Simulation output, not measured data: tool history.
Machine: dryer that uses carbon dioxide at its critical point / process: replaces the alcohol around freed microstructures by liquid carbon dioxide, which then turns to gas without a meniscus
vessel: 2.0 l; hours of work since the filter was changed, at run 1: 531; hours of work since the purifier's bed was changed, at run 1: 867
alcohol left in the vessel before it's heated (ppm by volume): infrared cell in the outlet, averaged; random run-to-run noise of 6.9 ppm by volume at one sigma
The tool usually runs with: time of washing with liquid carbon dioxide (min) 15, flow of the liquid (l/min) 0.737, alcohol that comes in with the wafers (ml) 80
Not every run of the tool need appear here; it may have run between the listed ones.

run,day,time of washing with liquid carbon dioxide (min),flow of the liquid (l/min),alcohol that comes in with the wafers (ml),hours of work since the filter was changed,hours of work since the purifier's bed was changed,alcohol left in the vessel before it's heated (ppm by volume)
1,0,15,0.737,80,531,867,541
2,1.675,15,0.737,80,557,892,536
# day 2.225: inlet filter changed
3,3.408,15,0.737,80,18,918,385
4,5.112,15,0.737,80,44,944,399
5,6.225,15,0.737,80,61,961,398
6,8.012,23,0.737,80,89,989,97
7,9.233,16,0.737,23,107,1007,151
8,11.054,19,0.737,23,135,1035,110
9,12.096,19,0.737,54,151,1051,149
10,13.629,19,0.737,54,175,1075,152

What if the next run were any one of these 3? Each begins from the tool's condition after run 10:
A,14.475,15,0.929,80,188,1088,?
B,14.475,16,0.737,80,188,1088,?
C,14.475,13,1.095,25,188,1088,?

run,alcohol left in the vessel before it's heated (ppm by volume)
A,198
B,357
C,124
What these runs would have given with no unlogged condition in the tool:
run,alcohol left in the vessel before it's heated (ppm by volume)
A,100
B,241
C,37

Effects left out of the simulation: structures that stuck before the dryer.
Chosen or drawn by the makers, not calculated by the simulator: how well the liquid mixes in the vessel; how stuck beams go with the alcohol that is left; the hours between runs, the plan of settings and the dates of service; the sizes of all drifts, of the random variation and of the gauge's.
